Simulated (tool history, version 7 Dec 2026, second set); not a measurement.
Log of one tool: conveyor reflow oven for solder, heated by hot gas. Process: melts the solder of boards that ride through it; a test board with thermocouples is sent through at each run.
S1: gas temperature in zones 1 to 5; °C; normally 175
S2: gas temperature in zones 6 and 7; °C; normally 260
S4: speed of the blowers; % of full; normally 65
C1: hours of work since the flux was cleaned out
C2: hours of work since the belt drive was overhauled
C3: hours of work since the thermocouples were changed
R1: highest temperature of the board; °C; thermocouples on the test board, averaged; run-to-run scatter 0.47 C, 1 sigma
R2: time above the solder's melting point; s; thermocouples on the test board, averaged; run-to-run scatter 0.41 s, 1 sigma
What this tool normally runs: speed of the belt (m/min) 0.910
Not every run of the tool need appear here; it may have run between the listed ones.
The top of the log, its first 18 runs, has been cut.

run 19 hour=597.5 | S1=188 S2=254 speed_of_the_belt_(m/min)=0.736 S4=65 | C1=227 C2=79 C3=408 | R1=244.0 R2=43.5
run 20 hour=619.8 | S1=188 S2=254 speed_of_the_belt_(m/min)=0.736 S4=65 | C1=239 C2=91 C3=420 | R1=244.4 R2=43.8
run 21 hour=661.4 | S1=180 S2=260 speed_of_the_belt_(m/min)=0.910 S4=85 | C1=261 C2=114 C3=442 | R1=248.4 R2=34.5
run 22 hour=696.0 | S1=180 S2=260 speed_of_the_belt_(m/min)=0.910 S4=85 | C1=280 C2=133 C3=461 | R1=247.1 R2=34.2
run 23 hour=731.8 | S1=180 S2=260 speed_of_the_belt_(m/min)=0.910 S4=85 | C1=299 C2=152 C3=480 | R1=249.0 R2=34.3
run 24 hour=775.1 | S1=180 S2=252 speed_of_the_belt_(m/min)=0.958 S4=80 | C1=323 C2=176 C3=504 | R1=238.3 R2=27.8
run 25 hour=819.3 | S1=180 S2=274 speed_of_the_belt_(m/min)=0.958 S4=80 | C1=347 C2=199 C3=528 | R1=257.4 R2=35.8
run 26 hour=841.7 | S1=180 S2=274 speed_of_the_belt_(m/min)=0.958 S4=80 | C1=359 C2=212 C3=540 | R1=257.3 R2=35.5
-- hour=861.1 flux residue cleaned out of gas plates and filters
run 27 hour=883.2 | S1=177 S2=275 speed_of_the_belt_(m/min)=0.925 S4=63 | C1=12 C2=231 C3=559 | R1=252.0 R2=34.1
run 28 hour=912.6 | S1=177 S2=275 speed_of_the_belt_(m/min)=0.925 S4=63 | C1=28 C2=247 C3=575 | R1=253.6 R2=34.1
run 29 hour=932.9 | S1=166 S2=260 speed_of_the_belt_(m/min)=0.804 S4=65 | C1=39 C2=258 C3=586 | R1=243.6 R2=32.3
run 30 hour=974.4 | S1=166 S2=260 speed_of_the_belt_(m/min)=0.804 S4=65 | C1=61 C2=281 C3=609 | R1=243.7 R2=31.9
run 31 hour=1017.6 | S1=166 S2=260 speed_of_the_belt_(m/min)=0.804 S4=65 | C1=85 C2=304 C3=632 | R1=242.6 R2=32.8

Predict each of these 4 candidate next runs independently; none follows another, all start after run 31:
run A hour=1055.8 | S1=175 S2=259 speed_of_the_belt_(m/min)=0.921 S4=52 | C1=105 C2=325 C3=653 | R1=? R2=?
run B hour=1055.8 | S1=166 S2=260 speed_of_the_belt_(m/min)=0.848 S4=65 | C1=105 C2=325 C3=653 | R1=? R2=?
run C hour=1055.8 | S1=175 S2=260 speed_of_the_belt_(m/min)=0.804 S4=68 | C1=105 C2=325 C3=653 | R1=? R2=?
run D hour=1055.8 | S1=176 S2=256 speed_of_the_belt_(m/min)=0.744 S4=65 | C1=105 C2=325 C3=653 | R1=? R2=?

run=A R1=233.5 R2=22.1
run=B R1=241.7 R2=29.5
run=C R1=246.5 R2=36.6
run=D R1=243.7 R2=39.1
Take away the tool's hidden state, keep each run's random variation, and the runs would have read:
run=A R1=233.6 R2=22.2
run=B R1=241.9 R2=29.6
run=C R1=246.6 R2=36.7
run=D R1=243.8 R2=39.2
